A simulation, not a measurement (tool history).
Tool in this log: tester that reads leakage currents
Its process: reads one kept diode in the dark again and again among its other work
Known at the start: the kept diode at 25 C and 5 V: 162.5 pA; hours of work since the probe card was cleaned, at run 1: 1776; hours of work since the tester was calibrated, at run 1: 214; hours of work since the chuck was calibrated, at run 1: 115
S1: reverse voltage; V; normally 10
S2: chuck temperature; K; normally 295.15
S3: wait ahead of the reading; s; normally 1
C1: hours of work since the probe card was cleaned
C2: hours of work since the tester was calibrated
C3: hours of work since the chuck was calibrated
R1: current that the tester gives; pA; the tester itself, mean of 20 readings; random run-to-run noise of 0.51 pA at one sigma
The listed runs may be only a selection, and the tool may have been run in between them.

{"run": 1, "hour": 0.0, "S1": 10, "S2": 295.15, "S3": 1, "C1": 1776, "C2": 214, "C3": 115, "R1": 167.93}
{"run": 2, "hour": 91.1, "S1": 10, "S2": 295.15, "S3": 1, "C1": 1824, "C2": 262, "C3": 164, "R1": 168.2}
{"run": 3, "hour": 222.6, "S1": 10, "S2": 295.15, "S3": 1, "C1": 1894, "C2": 332, "C3": 233, "R1": 168.46}
{"run": 4, "hour": 285.9, "S1": 1.3, "S2": 295.15, "S3": 1, "C1": 1928, "C2": 365, "C3": 267, "R1": 72.43}
{"run": 5, "hour": 349.9, "S1": 1.3, "S2": 295.15, "S3": 1, "C1": 1962, "C2": 399, "C3": 301, "R1": 72.49}
{"run": 6, "hour": 453.9, "S1": 10, "S2": 295.15, "S3": 0.69, "C1": 2017, "C2": 454, "C3": 356, "R1": 170.45}
{"run": 7, "hour": 556.9, "S1": 10, "S2": 295.15, "S3": 0.69, "C1": 2071, "C2": 509, "C3": 411, "R1": 170.7}
{"run": 8, "hour": 669.0, "S1": 10, "S2": 295.15, "S3": 0.69, "C1": 2131, "C2": 569, "C3": 470, "R1": 171.12}
{"run": 9, "hour": 761.6, "S1": 10, "S2": 295.15, "S3": 1, "C1": 2180, "C2": 618, "C3": 519, "R1": 168.58}
{"hour": 801.7, "done": "probe card cleaned and baked"}
{"run": 10, "hour": 876.2, "S1": 10, "S2": 295.15, "S3": 1, "C1": 39, "C2": 677, "C3": 579, "R1": 168.8}
{"run": 11, "hour": 991.4, "S1": 10, "S2": 327.15, "S3": 1, "C1": 101, "C2": 738, "C3": 640, "R1": 2256.2}
{"run": 12, "hour": 1064.2, "S1": 10, "S2": 327.15, "S3": 1, "C1": 139, "C2": 777, "C3": 678, "R1": 2246.45}
{"run": 13, "hour": 1200.1, "S1": 10, "S2": 315.15, "S3": 1, "C1": 211, "C2": 849, "C3": 750, "R1": 898.53}
{"run": 14, "hour": 1297.8, "S1": 10, "S2": 295.15, "S3": 1, "C1": 263, "C2": 901, "C3": 802, "R1": 168.54}
{"run": 15, "hour": 1411.5, "S1": 10, "S2": 295.15, "S3": 1, "C1": 324, "C2": 961, "C3": 863, "R1": 168.27}
{"run": 16, "hour": 1484.8, "S1": 10, "S2": 295.15, "S3": 1, "C1": 362, "C2": 1000, "C3": 902, "R1": 169.03}
{"run": 17, "hour": 1560.5, "S1": 10, "S2": 295.15, "S3": 1, "C1": 403, "C2": 1040, "C3": 942, "R1": 169.56}
{"run": 18, "hour": 1686.7, "S1": 10, "S2": 295.15, "S3": 1, "C1": 470, "C2": 1107, "C3": 1009, "R1": 168.77}
{"run": 19, "hour": 1808.0, "S1": 10, "S2": 295.15, "S3": 1, "C1": 534, "C2": 1171, "C3": 1073, "R1": 168.2}
{"run": 20, "hour": 1920.5, "S1": 10, "S2": 295.15, "S3": 1, "C1": 594, "C2": 1231, "C3": 1133, "R1": 168.08}
{"run": 21, "hour": 1991.8, "S1": 10, "S2": 295.15, "S3": 1, "C1": 631, "C2": 1269, "C3": 1171, "R1": 168.67}
{"run": 22, "hour": 2138.8, "S1": 2.6, "S2": 295.15, "S3": 4.79, "C1": 709, "C2": 1347, "C3": 1248, "R1": 95.32}
{"run": 23, "hour": 2281.2, "S1": 2.6, "S2": 295.15, "S3": 4.79, "C1": 785, "C2": 1422, "C3": 1324, "R1": 95.22}
{"run": 24, "hour": 2376.8, "S1": 2.6, "S2": 295.15, "S3": 4.79, "C1": 836, "C2": 1473, "C3": 1375, "R1": 95.92}
{"run": 25, "hour": 2493.5, "S1": 2.6, "S2": 314.15, "S3": 1.08, "C1": 898, "C2": 1535, "C3": 1437, "R1": 482.7}
{"run": 26, "hour": 2618.9, "S1": 1.7, "S2": 317.15, "S3": 0.64, "C1": 964, "C2": 1601, "C3": 1503, "R1": 513.04}
{"run": 27, "hour": 2734.6, "S1": 2.1, "S2": 299.15, "S3": 1.56, "C1": 1025, "C2": 1663, "C3": 1565, "R1": 124.94}
{"run": 28, "hour": 2815.8, "S1": 2.1, "S2": 299.15, "S3": 1.56, "C1": 1069, "C2": 1706, "C3": 1608, "R1": 125.42}
{"run": 29, "hour": 2954.8, "S1": 2.1, "S2": 299.15, "S3": 1.56, "C1": 1142, "C2": 1780, "C3": 1681, "R1": 125.14}
{"run": 30, "hour": 3061.3, "S1": 2.1, "S2": 310.15, "S3": 1.56, "C1": 1199, "C2": 1836, "C3": 1738, "R1": 319.64}
{"run": 31, "hour": 3125.0, "S1": 2, "S2": 310.15, "S3": 1.56, "C1": 1233, "C2": 1870, "C3": 1772, "R1": 313.2}
{"run": 32, "hour": 3210.1, "S1": 2.3, "S2": 295.15, "S3": 1.32, "C1": 1278, "C2": 1915, "C3": 1817, "R1": 91.84}
{"run": 33, "hour": 3322.9, "S1": 2.3, "S2": 303.15, "S3": 0.48, "C1": 1338, "C2": 1975, "C3": 1877, "R1": 184.7}
{"hour": 3442.7, "done": "chuck's temperature calibrated"}
{"run": 34, "hour": 3451.6, "S1": 10, "S2": 316.15, "S3": 6.82, "C1": 1405, "C2": 2042, "C3": 5, "R1": 974.26}
{"run": 35, "hour": 3585.6, "S1": 14.9, "S2": 323.15, "S3": 2.21, "C1": 1476, "C2": 2113, "C3": 76, "R1": 1950.05}
{"run": 36, "hour": 3673.2, "S1": 14.9, "S2": 323.15, "S3": 2.21, "C1": 1522, "C2": 2160, "C3": 122, "R1": 1954.16}
{"run": 37, "hour": 3778.8, "S1": 8.2, "S2": 306.15, "S3": 0.96, "C1": 1578, "C2": 2216, "C3": 178, "R1": 400.35}
{"run": 38, "hour": 3845.5, "S1": 8.2, "S2": 306.15, "S3": 0.96, "C1": 1614, "C2": 2251, "C3": 214, "R1": 399.81}
{"run": 39, "hour": 3955.3, "S1": 8.2, "S2": 306.15, "S3": 0.96, "C1": 1672, "C2": 2309, "C3": 272, "R1": 400.09}

Subtracting, for every run, the result it would have given without the tool's unlogged condition from the measured result gives the following. The same run-to-run variation enters both numbers; the gauge's scatter may not:
Hidden state present: stray current of the dirty probe card, pA a volt; current scale over the true one, %; true chuck temperature over the reading, C; drift of the gauge itself on leakage_pa, %.
run=1 R1=+0.07
run=2 R1=+0.07
run=3 R1=+0.09
run=4 R1=+0.03
run=5 R1=+0.04
run=6 R1=+0.12
run=7 R1=+0.12
run=8 R1=+0.14
run=9 R1=+0.15
run=10 R1=+0.13
run=11 R1=+1.56
run=12 R1=+1.65
run=13 R1=+0.77
run=14 R1=+0.18
run=15 R1=+0.19
run=16 R1=+0.2
run=17 R1=+0.2
run=18 R1=+0.22
run=19 R1=+0.23
run=20 R1=+0.24
run=21 R1=+0.25
run=22 R1=+0.15
run=23 R1=+0.16
run=24 R1=+0.17
run=25 R1=+0.77
run=26 R1=+0.83
run=27 R1=+0.23
run=28 R1=+0.24
run=29 R1=+0.25
run=30 R1=+0.62
run=31 R1=+0.61
run=32 R1=+0.21
run=33 R1=+0.4
run=34 R1=+0.13
run=35 R1=+0.39
run=36 R1=+0.48
run=37 R1=+0.14
run=38 R1=+0.15
run=39 R1=+0.17
